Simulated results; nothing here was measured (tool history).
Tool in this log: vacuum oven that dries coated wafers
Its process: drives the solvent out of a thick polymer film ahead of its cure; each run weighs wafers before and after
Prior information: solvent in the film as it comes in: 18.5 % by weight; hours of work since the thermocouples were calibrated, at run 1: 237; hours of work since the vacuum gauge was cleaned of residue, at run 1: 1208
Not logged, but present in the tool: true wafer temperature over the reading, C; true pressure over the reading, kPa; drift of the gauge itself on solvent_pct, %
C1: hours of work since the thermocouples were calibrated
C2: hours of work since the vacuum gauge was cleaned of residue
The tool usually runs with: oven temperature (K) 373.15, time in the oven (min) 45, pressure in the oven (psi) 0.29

run 1 day=0 | oven_temperature_(K)=373.15 time_in_the_oven_(min)=45 pressure_in_the_oven_(psi)=0.29 | C1=237 C2=1208 | solvent_left_in_the_film_(%)=1.93
run 2 day=3.25 | oven_temperature_(K)=373.15 time_in_the_oven_(min)=45 pressure_in_the_oven_(psi)=0.29 | C1=298 C2=1270 | solvent_left_in_the_film_(%)=1.92
run 3 day=7.388 | oven_temperature_(K)=373.15 time_in_the_oven_(min)=45 pressure_in_the_oven_(psi)=0.29 | C1=377 C2=1348 | solvent_left_in_the_film_(%)=1.97
run 4 day=12.312 | oven_temperature_(K)=373.15 time_in_the_oven_(min)=45 pressure_in_the_oven_(psi)=0.29 | C1=470 C2=1442 | solvent_left_in_the_film_(%)=1.99
run 5 day=15.175 | oven_temperature_(K)=362.15 time_in_the_oven_(min)=45 pressure_in_the_oven_(psi)=0.29 | C1=524 C2=1496 | solvent_left_in_the_film_(%)=4.62
run 6 day=17.825 | oven_temperature_(K)=362.15 time_in_the_oven_(min)=45 pressure_in_the_oven_(psi)=0.29 | C1=575 C2=1546 | solvent_left_in_the_film_(%)=4.57
run 7 day=22.742 | oven_temperature_(K)=362.15 time_in_the_oven_(min)=45 pressure_in_the_oven_(psi)=0.29 | C1=668 C2=1640 | solvent_left_in_the_film_(%)=4.61
run 8 day=25.592 | oven_temperature_(K)=362.15 time_in_the_oven_(min)=45 pressure_in_the_oven_(psi)=0.29 | C1=722 C2=1694 | solvent_left_in_the_film_(%)=4.58
run 9 day=28.567 | oven_temperature_(K)=362.15 time_in_the_oven_(min)=45 pressure_in_the_oven_(psi)=0.29 | C1=779 C2=1750 | solvent_left_in_the_film_(%)=4.46
-- day=32.533 vacuum gauge cleaned of residue and calibrated
run 10 day=32.533 | oven_temperature_(K)=365.15 time_in_the_oven_(min)=45 pressure_in_the_oven_(psi)=0.29 | C1=853 C2=0 | solvent_left_in_the_film_(%)=3.8
run 11 day=34.85 | oven_temperature_(K)=373.15 time_in_the_oven_(min)=25 pressure_in_the_oven_(psi)=0.29 | C1=897 C2=44 | solvent_left_in_the_film_(%)=3.46
run 12 day=37.592 | oven_temperature_(K)=373.15 time_in_the_oven_(min)=25 pressure_in_the_oven_(psi)=0.189 | C1=949 C2=96 | solvent_left_in_the_film_(%)=3.08
run 13 day=40.004 | oven_temperature_(K)=373.15 time_in_the_oven_(min)=45 pressure_in_the_oven_(psi)=0.29 | C1=995 C2=142 | solvent_left_in_the_film_(%)=2.13
run 14 day=42.488 | oven_temperature_(K)=373.15 time_in_the_oven_(min)=45 pressure_in_the_oven_(psi)=0.769 | C1=1042 C2=189 | solvent_left_in_the_film_(%)=4.01
-- day=45.908 vacuum gauge cleaned of residue and calibrated, once more
run 15 day=46.162 | oven_temperature_(K)=373.15 time_in_the_oven_(min)=61 pressure_in_the_oven_(psi)=0.29 | C1=1110 C2=5 | solvent_left_in_the_film_(%)=1.26
run 16 day=49.35 | oven_temperature_(K)=373.15 time_in_the_oven_(min)=45 pressure_in_the_oven_(psi)=0.29 | C1=1171 C2=65 | solvent_left_in_the_film_(%)=1.41
run 17 day=54.112 | oven_temperature_(K)=370.15 time_in_the_oven_(min)=45 pressure_in_the_oven_(psi)=0.29 | C1=1261 C2=156 | solvent_left_in_the_film_(%)=1.8
run 18 day=56.292 | oven_temperature_(K)=370.15 time_in_the_oven_(min)=45 pressure_in_the_oven_(psi)=0.29 | C1=1302 C2=197 | solvent_left_in_the_film_(%)=1.79
run 19 day=58.4 | oven_temperature_(K)=370.15 time_in_the_oven_(min)=45 pressure_in_the_oven_(psi)=0.29 | C1=1342 C2=237 | solvent_left_in_the_film_(%)=1.82
run 20 day=61.617 | oven_temperature_(K)=370.15 time_in_the_oven_(min)=45 pressure_in_the_oven_(psi)=0.29 | C1=1403 C2=298 | solvent_left_in_the_film_(%)=1.83
-- day=62.117 oven's thermocouples calibrated
run 21 day=63.95 | oven_temperature_(K)=374.15 time_in_the_oven_(min)=45 pressure_in_the_oven_(psi)=0.29 | C1=35 C2=341 | solvent_left_in_the_film_(%)=1.73
run 22 day=66.312 | oven_temperature_(K)=374.15 time_in_the_oven_(min)=45 pressure_in_the_oven_(psi)=0.29 | C1=80 C2=386 | solvent_left_in_the_film_(%)=1.71
run 23 day=69.375 | oven_temperature_(K)=374.15 time_in_the_oven_(min)=45 pressure_in_the_oven_(psi)=0.29 | C1=138 C2=444 | solvent_left_in_the_film_(%)=1.74
run 24 day=74.175 | oven_temperature_(K)=374.15 time_in_the_oven_(min)=45 pressure_in_the_oven_(psi)=0.29 | C1=229 C2=535 | solvent_left_in_the_film_(%)=1.7
run 25 day=77.962 | oven_temperature_(K)=368.15 time_in_the_oven_(min)=45 pressure_in_the_oven_(psi)=0.801 | C1=301 C2=607 | solvent_left_in_the_film_(%)=5.33
run 26 day=82.575 | oven_temperature_(K)=374.15 time_in_the_oven_(min)=49 pressure_in_the_oven_(psi)=0.528 | C1=388 C2=694 | solvent_left_in_the_film_(%)=2.64
run 27 day=85.371 | oven_temperature_(K)=374.15 time_in_the_oven_(min)=49 pressure_in_the_oven_(psi)=0.528 | C1=441 C2=747 | solvent_left_in_the_film_(%)=2.62
run 28 day=88.746 | oven_temperature_(K)=374.15 time_in_the_oven_(min)=67 pressure_in_the_oven_(psi)=0.528 | C1=505 C2=811 | solvent_left_in_the_film_(%)=2.42
run 29 day=91.858 | oven_temperature_(K)=374.15 time_in_the_oven_(min)=67 pressure_in_the_oven_(psi)=0.528 | C1=564 C2=870 | solvent_left_in_the_film_(%)=2.47
run 30 day=95.067 | oven_temperature_(K)=374.15 time_in_the_oven_(min)=67 pressure_in_the_oven_(psi)=0.528 | C1=625 C2=931 | solvent_left_in_the_film_(%)=2.44
run 31 day=98.392 | oven_temperature_(K)=378.15 time_in_the_oven_(min)=52 pressure_in_the_oven_(psi)=0.528 | C1=688 C2=994 | solvent_left_in_the_film_(%)=2.12
run 32 day=100.496 | oven_temperature_(K)=366.15 time_in_the_oven_(min)=25 pressure_in_the_oven_(psi)=0.17 | C1=728 C2=1034 | solvent_left_in_the_film_(%)=5.33
run 33 day=104.567 | oven_temperature_(K)=373.15 time_in_the_oven_(min)=45 pressure_in_the_oven_(psi)=0.825 | C1=806 C2=1112 | solvent_left_in_the_film_(%)=4.06
run 34 day=107.638 | oven_temperature_(K)=387.15 time_in_the_oven_(min)=77 pressure_in_the_oven_(psi)=0.57 | C1=864 C2=1170 | solvent_left_in_the_film_(%)=1.68
run 35 day=111.783 | oven_temperature_(K)=358.15 time_in_the_oven_(min)=77 pressure_in_the_oven_(psi)=0.299 | C1=943 C2=1249 | solvent_left_in_the_film_(%)=4.05
run 36 day=114.021 | oven_temperature_(K)=374.15 time_in_the_oven_(min)=64 pressure_in_the_oven_(psi)=1.018 | C1=985 C2=1291 | solvent_left_in_the_film_(%)=4.36
run 37 day=117.546 | oven_temperature_(K)=373.15 time_in_the_oven_(min)=23 pressure_in_the_oven_(psi)=0.175 | C1=1052 C2=1358 | solvent_left_in_the_film_(%)=3.23
run 38 day=119.742 | oven_temperature_(K)=359.15 time_in_the_oven_(min)=45 pressure_in_the_oven_(psi)=0.892 | C1=1094 C2=1400 | solvent_left_in_the_film_(%)=8.83
run 39 day=124.129 | oven_temperature_(K)=386.15 time_in_the_oven_(min)=43 pressure_in_the_oven_(psi)=0.29 | C1=1177 C2=1483 | solvent_left_in_the_film_(%)=1.05
run 40 day=128.825 | oven_temperature_(K)=386.15 time_in_the_oven_(min)=43 pressure_in_the_oven_(psi)=0.29 | C1=1266 C2=1572 | solvent_left_in_the_film_(%)=1.04
run 41 day=131.108 | oven_temperature_(K)=363.15 time_in_the_oven_(min)=71 pressure_in_the_oven_(psi)=0.29 | C1=1309 C2=1615 | solvent_left_in_the_film_(%)=2.82
run 42 day=136.171 | oven_temperature_(K)=358.15 time_in_the_oven_(min)=40 pressure_in_the_oven_(psi)=0.189 | C1=1405 C2=1711 | solvent_left_in_the_film_(%)=5.73
-- day=136.529 oven's thermocouples calibrated
run 43 day=139.433 | oven_temperature_(K)=358.15 time_in_the_oven_(min)=52 pressure_in_the_oven_(psi)=0.236 | C1=55 C2=1772 | solvent_left_in_the_film_(%)=5.8
run 44 day=141.646 | oven_temperature_(K)=387.15 time_in_the_oven_(min)=57 pressure_in_the_oven_(psi)=0.236 | C1=97 C2=1814 | solvent_left_in_the_film_(%)=0.98
-- day=142.338 vacuum gauge cleaned of residue and calibrated
run 45 day=144.679 | oven_temperature_(K)=376.15 time_in_the_oven_(min)=46 pressure_in_the_oven_(psi)=0.218 | C1=153 C2=44 | solvent_left_in_the_film_(%)=1.05
run 46 day=147.417 | oven_temperature_(K)=365.15 time_in_the_oven_(min)=45 pressure_in_the_oven_(psi)=0.29 | C1=205 C2=96 | solvent_left_in_the_film_(%)=3.48
run 47 day=151.967 | oven_temperature_(K)=378.15 time_in_the_oven_(min)=37 pressure_in_the_oven_(psi)=0.299 | C1=292 C2=183 | solvent_left_in_the_film_(%)=1.39

Each row is a separate what-if for the run after 47, all from the same tool condition, not one after another. Results?
run A day=156.738 | oven_temperature_(K)=378.15 time_in_the_oven_(min)=37 pressure_in_the_oven_(psi)=0.69 | C1=382 C2=273 | solvent_left_in_the_film_(%)=?
run B day=156.738 | oven_temperature_(K)=379.15 time_in_the_oven_(min)=22 pressure_in_the_oven_(psi)=0.161 | C1=382 C2=273 | solvent_left_in_the_film_(%)=?
run C day=156.738 | oven_temperature_(K)=376.15 time_in_the_oven_(min)=63 pressure_in_the_oven_(psi)=0.29 | C1=382 C2=273 | solvent_left_in_the_film_(%)=?

run=A solvent_left_in_the_film_(%)=2.7
run=B solvent_left_in_the_film_(%)=1.81
run=C solvent_left_in_the_film_(%)=1.19
Had the tool no hidden state, the same runs would have come out as:
run=A solvent_left_in_the_film_(%)=2.79
run=B solvent_left_in_the_film_(%)=1.97
run=C solvent_left_in_the_film_(%)=1.17
